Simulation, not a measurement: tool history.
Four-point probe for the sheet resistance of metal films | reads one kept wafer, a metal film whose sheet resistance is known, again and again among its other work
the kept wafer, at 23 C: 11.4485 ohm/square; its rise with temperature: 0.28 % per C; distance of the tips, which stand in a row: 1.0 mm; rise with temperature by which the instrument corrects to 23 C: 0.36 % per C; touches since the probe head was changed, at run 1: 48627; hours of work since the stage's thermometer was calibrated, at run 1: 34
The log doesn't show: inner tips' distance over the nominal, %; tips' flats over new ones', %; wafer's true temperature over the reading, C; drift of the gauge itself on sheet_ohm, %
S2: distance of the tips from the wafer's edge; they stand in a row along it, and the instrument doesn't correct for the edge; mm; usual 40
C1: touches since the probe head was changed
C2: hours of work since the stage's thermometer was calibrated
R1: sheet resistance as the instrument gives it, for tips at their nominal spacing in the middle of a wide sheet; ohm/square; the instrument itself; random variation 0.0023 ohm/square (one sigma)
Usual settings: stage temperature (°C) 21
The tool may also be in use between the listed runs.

{"run": 1, "hour": 0.0, "stage temperature (°C)": 21, "S2": 40, "C1": 48627, "C2": 34, "R1": 11.397037}
{"run": 2, "hour": 37.4, "stage temperature (°C)": 21, "S2": 40, "C1": 49924, "C2": 51, "R1": 11.393321}
{"run": 3, "hour": 68.9, "stage temperature (°C)": 19, "S2": 40, "C1": 51014, "C2": 65, "R1": 11.411023}
{"run": 4, "hour": 99.6, "stage temperature (°C)": 21, "S2": 4, "C1": 52079, "C2": 79, "R1": 11.758561}
{"run": 5, "hour": 123.8, "stage temperature (°C)": 21, "S2": 40, "C1": 52918, "C2": 90, "R1": 11.393944}
{"run": 6, "hour": 149.4, "stage temperature (°C)": 21, "S2": 40, "C1": 53806, "C2": 101, "R1": 11.398494}
{"run": 7, "hour": 171.1, "stage temperature (°C)": 34, "S2": 40, "C1": 54559, "C2": 111, "R1": 11.275356}
{"run": 8, "hour": 202.9, "stage temperature (°C)": 34, "S2": 37, "C1": 55660, "C2": 125, "R1": 11.28126}
{"run": 9, "hour": 236.5, "stage temperature (°C)": 34, "S2": 37, "C1": 56828, "C2": 140, "R1": 11.274422}
{"run": 10, "hour": 271.2, "stage temperature (°C)": 34, "S2": 37, "C1": 58031, "C2": 156, "R1": 11.276524}
{"run": 11, "hour": 310.0, "stage temperature (°C)": 34, "S2": 37, "C1": 59376, "C2": 173, "R1": 11.275234}
{"run": 12, "hour": 350.5, "stage temperature (°C)": 34, "S2": 37, "C1": 60777, "C2": 191, "R1": 11.27568}
{"run": 13, "hour": 385.4, "stage temperature (°C)": 34, "S2": 37, "C1": 61988, "C2": 207, "R1": 11.276986}
{"run": 14, "hour": 415.4, "stage temperature (°C)": 34, "S2": 37, "C1": 63028, "C2": 220, "R1": 11.275644}
{"run": 15, "hour": 454.8, "stage temperature (°C)": 34, "S2": 37, "C1": 64394, "C2": 238, "R1": 11.276616}
{"run": 16, "hour": 473.4, "stage temperature (°C)": 34, "S2": 37, "C1": 65039, "C2": 246, "R1": 11.273957}
{"run": 17, "hour": 492.4, "stage temperature (°C)": 20, "S2": 11, "C1": 65698, "C2": 255, "R1": 11.44378}
{"run": 18, "hour": 521.3, "stage temperature (°C)": 28, "S2": 41, "C1": 66701, "C2": 268, "R1": 11.324067}
{"run": 19, "hour": 562.2, "stage temperature (°C)": 21, "S2": 9, "C1": 68119, "C2": 286, "R1": 11.459921}
{"run": 20, "hour": 580.8, "stage temperature (°C)": 33, "S2": 63, "C1": 68764, "C2": 294, "R1": 11.279736}
{"run": 21, "hour": 603.4, "stage temperature (°C)": 27, "S2": 15, "C1": 69547, "C2": 304, "R1": 11.35357}
{"run": 22, "hour": 634.5, "stage temperature (°C)": 27, "S2": 15, "C1": 70625, "C2": 318, "R1": 11.353188}
{"run": 23, "hour": 675.3, "stage temperature (°C)": 33, "S2": 9, "C1": 72040, "C2": 337, "R1": 11.35151}
{"run": 24, "hour": 702.9, "stage temperature (°C)": 20, "S2": 8, "C1": 72998, "C2": 349, "R1": 11.484925}
{"run": 25, "hour": 742.5, "stage temperature (°C)": 25, "S2": 42, "C1": 74371, "C2": 367, "R1": 11.347799}
{"run": 26, "hour": 767.3, "stage temperature (°C)": 24, "S2": 68, "C1": 75231, "C2": 378, "R1": 11.358015}
{"run": 27, "hour": 796.8, "stage temperature (°C)": 24, "S2": 68, "C1": 76251, "C2": 391, "R1": 11.354923}
{"run": 28, "hour": 816.7, "stage temperature (°C)": 18, "S2": 9, "C1": 76941, "C2": 400, "R1": 11.483571}
{"run": 29, "hour": 857.6, "stage temperature (°C)": 30, "S2": 6, "C1": 78361, "C2": 418, "R1": 11.470185}
{"run": 30, "hour": 895.0, "stage temperature (°C)": 30, "S2": 66, "C1": 79657, "C2": 435, "R1": 11.300709}
{"run": 31, "hour": 922.6, "stage temperature (°C)": 32, "S2": 48, "C1": 80612, "C2": 447, "R1": 11.289449}
{"run": 32, "hour": 959.5, "stage temperature (°C)": 32, "S2": 48, "C1": 81894, "C2": 464, "R1": 11.284457}

4 ways to go on from here, each from the tool as it stands after run 32. What would each give?
{"run": "A", "hour": 998.0, "stage temperature (°C)": 32, "S2": 20, "C1": 83226, "C2": 481, "R1": "?"}
{"run": "B", "hour": 998.0, "stage temperature (°C)": 20, "S2": 11, "C1": 83226, "C2": 481, "R1": "?"}
{"run": "C", "hour": 998.0, "stage temperature (°C)": 32, "S2": 52, "C1": 83226, "C2": 481, "R1": "?"}
{"run": "D", "hour": 998.0, "stage temperature (°C)": 30, "S2": 20, "C1": 83226, "C2": 481, "R1": "?"}

run=A R1=11.290553
run=B R1=11.43748
run=C R1=11.281441
run=D R1=11.316632
Without the tool's hidden state the same runs would have given:
run=A R1=11.377696
run=B R1=11.525691
run=C R1=11.368522
run=D R1=11.40397
